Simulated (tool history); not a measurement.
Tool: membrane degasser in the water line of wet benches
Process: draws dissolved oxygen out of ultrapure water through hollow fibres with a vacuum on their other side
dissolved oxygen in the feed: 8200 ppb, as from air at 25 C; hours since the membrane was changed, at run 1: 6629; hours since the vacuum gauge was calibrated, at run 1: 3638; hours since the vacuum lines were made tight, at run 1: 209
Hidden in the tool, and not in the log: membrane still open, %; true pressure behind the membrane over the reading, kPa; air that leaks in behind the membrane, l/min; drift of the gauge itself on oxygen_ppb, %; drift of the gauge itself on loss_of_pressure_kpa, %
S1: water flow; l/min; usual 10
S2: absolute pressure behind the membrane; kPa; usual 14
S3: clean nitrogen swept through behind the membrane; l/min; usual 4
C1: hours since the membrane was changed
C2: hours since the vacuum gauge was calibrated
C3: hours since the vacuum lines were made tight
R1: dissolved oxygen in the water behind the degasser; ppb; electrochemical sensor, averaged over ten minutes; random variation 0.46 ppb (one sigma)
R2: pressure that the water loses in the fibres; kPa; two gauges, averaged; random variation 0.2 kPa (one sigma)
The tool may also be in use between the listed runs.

run      day  S1    S2    S3    C1    C2    C3     R1      R2
  1        0  10    14     4  6629  3638   209   72.5   70.17
  2     9.65  10    14     4  6860  3870   441   72.3   70.09
  3   16.821  10    14     4  7032  4042   613   71.7   70.11
  4   22.512  10    14     4  7169  4178   749   72.1   70.27
  5   28.062  10    14     4  7302  4311   882   72.9   70.01
  6   38.212  10    14     4  7546  4555  1126   71.4   70.16
  7   45.025  10    14     4  7709  4719  1290     72   70.04
  8   52.358  10    14     4  7885  4895  1466   72.8   70.06
  9   61.704  10    14     4  8110  5119  1690   72.9   69.95
 10     71.3  16    14     4  8340  5349  1920  134.4  111.55
 11    82.65  16  22.2     4  8612  5622  2193  212.4  111.79
 12   90.175  16  22.2     4  8793  5802  2373  212.5  112.09
 13   95.458  10    14  4.12  8920  5929  2500   70.8   70.11
 14  106.421  10    14  4.12  9183  6192  2763   70.5   69.91
 15  114.192  10    14     4  9369  6379  2950   73.2   69.82
 16  121.538  10    14     4  9546  6555  3126   71.4    69.7

Run 17 comes next. What will it give?
 17  127.992  10  14   4  9700  6710  3281   ?   ?

Run 17 gave R1 72.3 ppb, R2 70.18 kPa.
Without the tool's hidden state the same run would have given R1 72.2 ppb, R2 70.13 kPa.

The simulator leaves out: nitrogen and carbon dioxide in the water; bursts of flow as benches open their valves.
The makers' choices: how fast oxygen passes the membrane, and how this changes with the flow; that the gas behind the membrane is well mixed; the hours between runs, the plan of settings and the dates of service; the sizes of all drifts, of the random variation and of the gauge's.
